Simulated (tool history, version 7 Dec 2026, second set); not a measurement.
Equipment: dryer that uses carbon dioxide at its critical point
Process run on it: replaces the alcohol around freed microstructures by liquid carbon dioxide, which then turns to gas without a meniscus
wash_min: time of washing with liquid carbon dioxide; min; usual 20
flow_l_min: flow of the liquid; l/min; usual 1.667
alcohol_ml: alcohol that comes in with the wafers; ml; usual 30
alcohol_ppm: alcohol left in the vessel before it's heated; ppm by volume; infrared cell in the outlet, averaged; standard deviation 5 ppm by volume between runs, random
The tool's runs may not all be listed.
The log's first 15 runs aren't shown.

run,day,wash_min,flow_l_min,alcohol_ml,alcohol_ppm
16,19.600,20,1.667,30,59
17,20.742,20,1.667,30,55
18,22.217,20,1.667,30,69
# day 22.346: inlet filter changed
19,23.892,20,2.090,30,65
20,25.038,20,2.090,30,51
21,26.642,20,2.090,30,61
22,27.804,20,2.090,30,60
23,28.729,20,1.667,30,75
24,30.262,20,2.590,38,79
25,31.892,21,1.540,30,83
26,32.771,32,1.667,94,86
27,34.362,32,1.667,94,80
28,35.500,20,1.667,96,109
29,36.888,20,1.667,96,114
30,38.429,21,2.260,89,92
31,39.467,28,1.870,43,96
32,40.379,20,1.510,32,106

Run 33, settings as shown, results not yet in. Your forecast:
33,41.462,20,2.270,109,?

For run 33 the tool returned alcohol_ppm 87 ppm by volume.
If the tool had no hidden condition, the same run with the same run-to-run variation would have returned alcohol_ppm 0 ppm by volume.

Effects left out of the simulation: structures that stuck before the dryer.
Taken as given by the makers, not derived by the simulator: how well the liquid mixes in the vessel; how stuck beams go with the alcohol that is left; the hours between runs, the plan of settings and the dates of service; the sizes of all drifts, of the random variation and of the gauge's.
